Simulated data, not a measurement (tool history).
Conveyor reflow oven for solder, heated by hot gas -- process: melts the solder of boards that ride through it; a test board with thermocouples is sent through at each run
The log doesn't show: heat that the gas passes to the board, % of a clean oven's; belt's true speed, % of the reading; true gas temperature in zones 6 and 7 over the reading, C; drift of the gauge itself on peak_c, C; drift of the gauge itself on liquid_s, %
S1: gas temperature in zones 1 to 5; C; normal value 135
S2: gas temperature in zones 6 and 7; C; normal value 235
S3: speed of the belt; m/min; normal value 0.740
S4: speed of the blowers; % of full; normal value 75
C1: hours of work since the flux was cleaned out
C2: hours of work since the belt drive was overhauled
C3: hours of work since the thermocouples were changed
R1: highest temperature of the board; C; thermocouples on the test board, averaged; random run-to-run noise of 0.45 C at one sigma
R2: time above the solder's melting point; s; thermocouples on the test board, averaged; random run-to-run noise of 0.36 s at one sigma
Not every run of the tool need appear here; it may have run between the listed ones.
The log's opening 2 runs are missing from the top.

run,hour,S1,S2,S3,S4,C1,C2,C3,R1,R2
3,30.4,135,235,0.740,75,68,295,307,211.7,42.9
4,44.8,135,235,0.740,75,75,302,314,212.0,43.1
5,61.3,135,235,0.740,62,82,309,321,208.3,39.1
6,74.0,135,233,0.740,62,88,315,327,206.2,37.4
7,84.2,132,235,0.740,75,92,319,331,210.9,41.4
8,101.0,132,235,0.740,75,100,327,339,210.8,41.4
9,122.2,135,235,0.740,75,109,336,348,211.5,43.2
10,136.9,135,233,0.740,75,116,343,355,209.5,41.3
11,158.4,135,233,0.740,75,125,352,364,209.6,41.7
12,182.0,135,233,0.740,75,136,363,375,209.1,41.9
13,203.8,135,233,0.740,75,146,372,385,209.5,41.2
14,222.2,127,235,0.740,75,154,381,393,209.1,38.5
15,239.8,127,235,0.740,75,162,388,401,209.1,38.9
16,263.7,127,235,0.740,75,172,399,411,209.0,38.7
17,274.5,139,240,0.781,50,177,404,416,205.4,33.8
18,288.6,139,240,0.781,50,183,410,422,205.7,35.0

What does the tool deliver on the next run?
19,311.9,123,235,0.740,52,194,420,433,?,?

R1: 200.9 C
R2: 27.9 s
With no hidden state in the tool, this same run would have given R1 202.8 C, R2 29.9 s.

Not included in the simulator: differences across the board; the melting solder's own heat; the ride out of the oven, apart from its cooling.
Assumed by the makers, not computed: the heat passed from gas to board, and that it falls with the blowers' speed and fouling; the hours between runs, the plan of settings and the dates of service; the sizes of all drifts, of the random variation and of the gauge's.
